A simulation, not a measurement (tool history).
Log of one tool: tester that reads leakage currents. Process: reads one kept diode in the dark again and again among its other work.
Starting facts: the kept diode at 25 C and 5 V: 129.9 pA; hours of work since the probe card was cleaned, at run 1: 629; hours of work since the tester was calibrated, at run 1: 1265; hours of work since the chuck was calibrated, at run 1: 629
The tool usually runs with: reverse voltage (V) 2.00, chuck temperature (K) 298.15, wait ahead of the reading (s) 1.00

| run | day | reverse voltage (V) | chuck temperature (K) | wait ahead of the reading (s) | hours of work since the probe card was cleaned | hours of work since the tester was calibrated | hours of work since the chuck was calibrated | current that the tester gives (pA) |
|---|---|---|---|---|---|---|---|---|
| 1 | 0.000 | 2.00 | 298.15 | 1.00 | 629 | 1265 | 629 | 84.68 |
| 2 | 3.067 | 2.00 | 298.15 | 1.00 | 663 | 1299 | 663 | 85.03 |
| 3 | 5.146 | 2.00 | 298.15 | 1.00 | 686 | 1322 | 686 | 84.95 |
| 4 | 8.071 | 9.88 | 298.15 | 1.00 | 719 | 1355 | 719 | 160.12 |
|  | 12.608 | chuck's temperature calibrated |
| 5 | 12.896 | 1.12 | 298.15 | 1.00 | 771 | 1407 | 3 | 71.90 |
| 6 | 16.742 | 1.12 | 298.15 | 1.00 | 814 | 1450 | 46 | 71.50 |
| 7 | 18.950 | 1.12 | 298.15 | 1.00 | 838 | 1474 | 70 | 71.36 |
| 8 | 22.067 | 1.12 | 298.15 | 1.00 | 873 | 1509 | 105 | 71.10 |
| 9 | 26.242 | 1.12 | 298.15 | 1.00 | 919 | 1555 | 151 | 70.40 |
| 10 | 30.158 | 1.12 | 298.15 | 1.00 | 963 | 1599 | 195 | 70.31 |
| 11 | 34.746 | 1.12 | 298.15 | 1.00 | 1014 | 1649 | 245 | 70.12 |
| 12 | 39.283 | 1.12 | 326.15 | 1.00 | 1064 | 1700 | 296 | 686.19 |
| 13 | 41.921 | 2.00 | 311.15 | 1.00 | 1093 | 1729 | 325 | 265.91 |
| 14 | 46.158 | 2.00 | 311.15 | 1.00 | 1140 | 1776 | 372 | 264.27 |
| 15 | 51.017 | 2.00 | 311.15 | 1.00 | 1194 | 1830 | 426 | 263.74 |
|  | 51.521 | tester calibrated |
| 16 | 55.188 | 2.00 | 311.15 | 1.00 | 1239 | 41 | 471 | 260.63 |
| 17 | 59.754 | 2.00 | 311.15 | 1.00 | 1290 | 91 | 522 | 259.02 |
| 18 | 61.858 | 2.00 | 298.15 | 1.84 | 1313 | 115 | 545 | 85.20 |
|  | 64.329 | tester calibrated, once more |
| 19 | 65.325 | 2.00 | 298.15 | 1.84 | 1351 | 11 | 583 | 86.11 |
| 20 | 67.342 | 2.00 | 298.15 | 1.84 | 1373 | 33 | 605 | 86.43 |
| 21 | 70.700 | 7.37 | 301.15 | 1.11 | 1410 | 71 | 642 | 187.91 |
| 22 | 74.775 | 7.37 | 301.15 | 1.11 | 1456 | 116 | 687 | 187.59 |
| 23 | 78.088 | 7.37 | 311.15 | 0.41 | 1492 | 153 | 724 | 436.52 |
|  | 82.183 | chuck's temperature calibrated |
| 24 | 83.021 | 4.60 | 313.15 | 2.32 | 1546 | 206 | 9 | 446.86 |
| 25 | 86.062 | 6.94 | 304.15 | 1.74 | 1580 | 240 | 43 | 249.12 |
| 26 | 88.996 | 6.94 | 304.15 | 1.74 | 1612 | 273 | 76 | 250.94 |
| 27 | 91.062 | 6.94 | 304.15 | 1.74 | 1635 | 296 | 98 | 248.19 |
| 28 | 94.938 | 6.94 | 304.15 | 1.74 | 1678 | 338 | 141 | 247.48 |
| 29 | 97.425 | 2.69 | 310.15 | 1.00 | 1706 | 366 | 169 | 279.82 |
| 30 | 99.592 | 1.74 | 332.15 | 1.00 | 1730 | 390 | 193 | 1283.03 |
| 31 | 103.379 | 1.07 | 310.15 | 1.00 | 1772 | 432 | 235 | 193.09 |
| 32 | 108.067 | 3.44 | 330.15 | 4.79 | 1824 | 484 | 287 | 1445.49 |
| 33 | 110.788 | 10.90 | 319.15 | 1.05 | 1854 | 514 | 317 | 988.81 |
| 34 | 114.688 | 2.00 | 316.15 | 5.74 | 1897 | 557 | 360 | 397.59 |
| 35 | 117.383 | 2.00 | 324.15 | 0.67 | 1927 | 587 | 390 | 740.34 |
| 36 | 122.129 | 1.64 | 307.15 | 1.00 | 1980 | 640 | 443 | 174.92 |
| 37 | 126.521 | 1.64 | 304.15 | 7.82 | 2028 | 689 | 492 | 134.26 |
| 38 | 131.329 | 10.26 | 298.15 | 0.54 | 2082 | 742 | 545 | 166.00 |
| 39 | 135.662 | 10.26 | 298.15 | 0.38 | 2130 | 790 | 593 | 166.23 |

Across each entry between runs, compare the hidden state at the last listed run before it with the hidden state at the first listed run after it:
Run 4 -> run 5: chuck's temperature calibrated (day 12.608)
  stray current of the dirty probe card, pA a volt: 0.084 -> 0.089; current scale over the true one, %: -0.86 -> -0.89; true chuck temperature over the reading, C: -0.72 -> 0.05
  measured value less the no-hidden-state value, current that the tester gives (pA): -11.37 -> -0.28
Run 15 -> run 16: tester calibrated (day 51.521)
  stray current of the dirty probe card, pA a volt: 0.124 -> 0.128; current scale over the true one, %: -1.19 -> -1.67; true chuck temperature over the reading, C: -0.4 -> -0.44
  measured value less the no-hidden-state value, current that the tester gives (pA): -11.77 -> -14.04
Run 18 -> run 19: tester calibrated, once more (day 64.329)
  stray current of the dirty probe card, pA a volt: 0.134 -> 0.137; current scale over the true one, %: -1.72 -> -0.16; true chuck temperature over the reading, C: -0.52 -> -0.56
  measured value less the no-hidden-state value, current that the tester gives (pA): -5.38 -> -4.31
Run 23 -> run 24: chuck's temperature calibrated (day 82.183)
  stray current of the dirty probe card, pA a volt: 0.149 -> 0.154; current scale over the true one, %: -0.25 -> -0.29; true chuck temperature over the reading, C: -0.7 -> -0.02
  measured value less the no-hidden-state value, current that the tester gives (pA): -26.07 -> -1.25
